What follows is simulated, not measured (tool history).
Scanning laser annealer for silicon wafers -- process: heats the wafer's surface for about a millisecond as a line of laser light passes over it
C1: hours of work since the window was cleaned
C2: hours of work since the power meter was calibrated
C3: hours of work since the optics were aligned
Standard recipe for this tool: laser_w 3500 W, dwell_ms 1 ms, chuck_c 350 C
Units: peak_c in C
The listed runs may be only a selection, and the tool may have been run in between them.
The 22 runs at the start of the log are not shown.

{"run": 23, "day": 8.246, "laser_w": 3152, "dwell_ms": 1.06, "chuck_c": 350, "C1": 40, "C2": 348, "C3": 1506, "peak_c": 990}
{"run": 24, "day": 8.717, "laser_w": 3152, "dwell_ms": 1.06, "chuck_c": 350, "C1": 47, "C2": 355, "C3": 1513, "peak_c": 990}
{"run": 25, "day": 9.138, "laser_w": 3708, "dwell_ms": 0.75, "chuck_c": 374, "C1": 53, "C2": 361, "C3": 1519, "peak_c": 1031}
{"run": 26, "day": 9.45, "laser_w": 3708, "dwell_ms": 0.75, "chuck_c": 374, "C1": 57, "C2": 365, "C3": 1523, "peak_c": 1031}
{"run": 27, "day": 9.862, "laser_w": 3532, "dwell_ms": 0.85, "chuck_c": 374, "C1": 63, "C2": 371, "C3": 1529, "peak_c": 1030}
{"run": 28, "day": 10.083, "laser_w": 3597, "dwell_ms": 1, "chuck_c": 368, "C1": 66, "C2": 374, "C3": 1532, "peak_c": 1089}
{"run": 29, "day": 10.546, "laser_w": 3568, "dwell_ms": 1.02, "chuck_c": 349, "C1": 72, "C2": 380, "C3": 1539, "peak_c": 1072}
{"run": 30, "day": 10.992, "laser_w": 3489, "dwell_ms": 1.19, "chuck_c": 350, "C1": 79, "C2": 387, "C3": 1545, "peak_c": 1108}
{"run": 31, "day": 11.446, "laser_w": 3424, "dwell_ms": 0.97, "chuck_c": 383, "C1": 85, "C2": 393, "C3": 1551, "peak_c": 1057}
{"run": 32, "day": 11.833, "laser_w": 3229, "dwell_ms": 0.97, "chuck_c": 332, "C1": 90, "C2": 399, "C3": 1557, "peak_c": 957}
{"run": 33, "day": 12.358, "laser_w": 3229, "dwell_ms": 0.97, "chuck_c": 332, "C1": 98, "C2": 406, "C3": 1564, "peak_c": 954}
{"run": 34, "day": 12.742, "laser_w": 3229, "dwell_ms": 0.97, "chuck_c": 332, "C1": 103, "C2": 411, "C3": 1569, "peak_c": 959}
{"run": 35, "day": 13.092, "laser_w": 3845, "dwell_ms": 1.08, "chuck_c": 372, "C1": 108, "C2": 416, "C3": 1574, "peak_c": 1181}
{"run": 36, "day": 13.508, "laser_w": 3525, "dwell_ms": 0.87, "chuck_c": 367, "C1": 114, "C2": 422, "C3": 1580, "peak_c": 1024}
{"run": 37, "day": 13.912, "laser_w": 3525, "dwell_ms": 1.14, "chuck_c": 374, "C1": 119, "C2": 428, "C3": 1586, "peak_c": 1122}
{"run": 38, "day": 14.154, "laser_w": 3526, "dwell_ms": 0.78, "chuck_c": 337, "C1": 123, "C2": 431, "C3": 1589, "peak_c": 961}
{"run": 39, "day": 14.446, "laser_w": 3526, "dwell_ms": 0.78, "chuck_c": 337, "C1": 127, "C2": 435, "C3": 1593, "peak_c": 961}

Run 40 has not been measured yet. What should we expect?
{"run": 40, "day": 14.667, "laser_w": 3526, "dwell_ms": 0.78, "chuck_c": 337, "C1": 130, "C2": 438, "C3": 1596, "peak_c": "?"}

{"run 40": {"peak_c": 957}}
Minus the tool's unlogged condition, the same run would have read peak_c 981 C.
